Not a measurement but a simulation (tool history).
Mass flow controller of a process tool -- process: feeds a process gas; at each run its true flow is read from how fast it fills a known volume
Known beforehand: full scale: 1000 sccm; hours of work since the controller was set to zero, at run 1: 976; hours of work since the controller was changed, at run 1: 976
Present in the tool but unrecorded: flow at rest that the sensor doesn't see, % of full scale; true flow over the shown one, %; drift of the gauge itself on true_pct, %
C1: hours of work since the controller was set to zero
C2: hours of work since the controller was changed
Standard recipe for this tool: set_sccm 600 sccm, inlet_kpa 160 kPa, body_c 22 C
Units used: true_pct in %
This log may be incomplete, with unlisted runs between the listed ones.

{"run": 1, "day": 0.0, "set_sccm": 600, "inlet_kpa": 160, "body_c": 22, "C1": 976, "C2": 976, "true_pct": 99.78}
{"run": 2, "day": 9.162, "set_sccm": 600, "inlet_kpa": 160, "body_c": 22, "C1": 1091, "C2": 1091, "true_pct": 99.88}
{"run": 3, "day": 18.925, "set_sccm": 600, "inlet_kpa": 160, "body_c": 22, "C1": 1214, "C2": 1214, "true_pct": 99.85}
{"run": 4, "day": 38.167, "set_sccm": 600, "inlet_kpa": 160, "body_c": 22, "C1": 1456, "C2": 1456, "true_pct": 100.06}
{"run": 5, "day": 55.725, "set_sccm": 600, "inlet_kpa": 160, "body_c": 22, "C1": 1677, "C2": 1677, "true_pct": 100.29}
{"run": 6, "day": 70.771, "set_sccm": 140, "inlet_kpa": 160, "body_c": 22, "C1": 1866, "C2": 1866, "true_pct": 100.95}
{"run": 7, "day": 87.95, "set_sccm": 140, "inlet_kpa": 160, "body_c": 22, "C1": 2082, "C2": 2082, "true_pct": 101.14}
{"run": 8, "day": 98.679, "set_sccm": 600, "inlet_kpa": 160, "body_c": 22, "C1": 2217, "C2": 2217, "true_pct": 100.61}
{"run": 9, "day": 117.575, "set_sccm": 600, "inlet_kpa": 145, "body_c": 22, "C1": 2455, "C2": 2455, "true_pct": 100.49}
{"run": 10, "day": 130.529, "set_sccm": 600, "inlet_kpa": 145, "body_c": 22, "C1": 2618, "C2": 2618, "true_pct": 100.67}
{"run": 11, "day": 146.779, "set_sccm": 216, "inlet_kpa": 177, "body_c": 39, "C1": 2822, "C2": 2822, "true_pct": 99.43}
{"run": 12, "day": 164.238, "set_sccm": 139, "inlet_kpa": 160, "body_c": 22, "C1": 3042, "C2": 3042, "true_pct": 102.72}
{"day": 165.454, "done": "controller's zero set anew"}
{"run": 13, "day": 181.467, "set_sccm": 139, "inlet_kpa": 160, "body_c": 22, "C1": 201, "C2": 3258, "true_pct": 103.48}
{"run": 14, "day": 193.1, "set_sccm": 917, "inlet_kpa": 153, "body_c": 33, "C1": 348, "C2": 3405, "true_pct": 100.55}
{"run": 15, "day": 211.371, "set_sccm": 917, "inlet_kpa": 153, "body_c": 33, "C1": 578, "C2": 3634, "true_pct": 100.66}
{"run": 16, "day": 220.738, "set_sccm": 256, "inlet_kpa": 160, "body_c": 34, "C1": 695, "C2": 3752, "true_pct": 100.96}
{"run": 17, "day": 230.817, "set_sccm": 109, "inlet_kpa": 189, "body_c": 22, "C1": 822, "C2": 3879, "true_pct": 106.04}
{"run": 18, "day": 240.317, "set_sccm": 303, "inlet_kpa": 154, "body_c": 22, "C1": 942, "C2": 3998, "true_pct": 102.25}
{"run": 19, "day": 250.225, "set_sccm": 898, "inlet_kpa": 188, "body_c": 22, "C1": 1066, "C2": 4123, "true_pct": 102.4}

Alternative continuations, all from the tool just after run 19; predict every row:
{"run": "A", "day": 261.792, "set_sccm": 136, "inlet_kpa": 217, "body_c": 22, "C1": 1212, "C2": 4269, "true_pct": "?"}
{"run": "B", "day": 261.792, "set_sccm": 898, "inlet_kpa": 188, "body_c": 24, "C1": 1212, "C2": 4269, "true_pct": "?"}
{"run": "C", "day": 261.792, "set_sccm": 154, "inlet_kpa": 266, "body_c": 22, "C1": 1212, "C2": 4269, "true_pct": "?"}
{"run": "D", "day": 261.792, "set_sccm": 790, "inlet_kpa": 186, "body_c": 33, "C1": 1212, "C2": 4269, "true_pct": "?"}
{"run": "E", "day": 261.792, "set_sccm": 905, "inlet_kpa": 169, "body_c": 23, "C1": 1212, "C2": 4269, "true_pct": "?"}

run=A true_pct=105.69
run=B true_pct=102.27
run=C true_pct=105.52
run=D true_pct=100.92
run=E true_pct=102.31
What these runs would have given with no unlogged condition in the tool:
run=A true_pct=98.23
run=B true_pct=99.79
run=C true_pct=98.74
run=D true_pct=98.32
run=E true_pct=99.83

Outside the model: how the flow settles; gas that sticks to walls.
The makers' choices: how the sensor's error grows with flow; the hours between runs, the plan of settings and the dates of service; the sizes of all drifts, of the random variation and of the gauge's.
